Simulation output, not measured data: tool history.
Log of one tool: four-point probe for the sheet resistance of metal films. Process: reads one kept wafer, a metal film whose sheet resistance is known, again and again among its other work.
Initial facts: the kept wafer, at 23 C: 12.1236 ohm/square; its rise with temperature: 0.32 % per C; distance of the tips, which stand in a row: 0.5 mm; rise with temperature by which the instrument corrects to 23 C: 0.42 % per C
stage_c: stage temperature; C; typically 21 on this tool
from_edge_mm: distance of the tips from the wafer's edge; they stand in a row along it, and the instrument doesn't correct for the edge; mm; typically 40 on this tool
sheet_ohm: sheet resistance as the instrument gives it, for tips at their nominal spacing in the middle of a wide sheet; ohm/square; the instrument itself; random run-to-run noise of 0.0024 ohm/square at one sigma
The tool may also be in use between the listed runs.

Run 1, hour 0: usual settings. Result: sheet_ohm 12.150993 ohm/square.
Run 2, hour 50.7: usual settings. Result: sheet_ohm 12.151798 ohm/square.
Run 3, hour 135.5: usual settings. Result: sheet_ohm 12.151339 ohm/square.
Run 4, hour 182.8: usual settings. Result: sheet_ohm 12.148169 ohm/square.
Run 5, hour 251.8: usual settings but from_edge_mm 35 mm. Result: sheet_ohm 12.148712 ohm/square.
Run 6, hour 339.5: usual settings but stage_c 24 C, from_edge_mm 35 mm. Result: sheet_ohm 12.109875 ohm/square.
Run 7, hour 390.7: usual settings. Result: sheet_ohm 12.15329 ohm/square.
Run 8, hour 460: usual settings. Result: sheet_ohm 12.146809 ohm/square.
Run 9, hour 520.4: usual settings. Result: sheet_ohm 12.149123 ohm/square.
Run 10, hour 576.9: usual settings. Result: sheet_ohm 12.149678 ohm/square.
Run 11, hour 645.3: usual settings. Result: sheet_ohm 12.153488 ohm/square.
Run 12, hour 705.9: usual settings. Result: sheet_ohm 12.151339 ohm/square.
Run 13, hour 801.9: usual settings. Result: sheet_ohm 12.148726 ohm/square.
Run 14, hour 899.3: usual settings. Result: sheet_ohm 12.149089 ohm/square.
Run 15, hour 981.6: usual settings. Result: sheet_ohm 12.152832 ohm/square.
Run 16, hour 1051: usual settings but from_edge_mm 4 mm. Result: sheet_ohm 12.251032 ohm/square.
Run 17, hour 1146.8: usual settings but from_edge_mm 4 mm. Result: sheet_ohm 12.251519 ohm/square.
Run 18, hour 1187.2: usual settings. Result: sheet_ohm 12.152864 ohm/square.
Run 19, hour 1248: usual settings but from_edge_mm 47 mm. Result: sheet_ohm 12.150978 ohm/square.
Run 20, hour 1301.9: usual settings. Result: sheet_ohm 12.148811 ohm/square.
Run 21, hour 1380.8: usual settings. Result: sheet_ohm 12.150074 ohm/square.
Run 22, hour 1455.9: usual settings. Result: sheet_ohm 12.154053 ohm/square.

Predict the results of run 23:
Run 23, hour 1542.1: usual settings but from_edge_mm 50 mm. Result: sheet_ohm ?.

sheet_ohm: 12.144622 ohm/square
With no hidden state in the tool, this same run would have given sheet_ohm 12.144714 ohm/square.
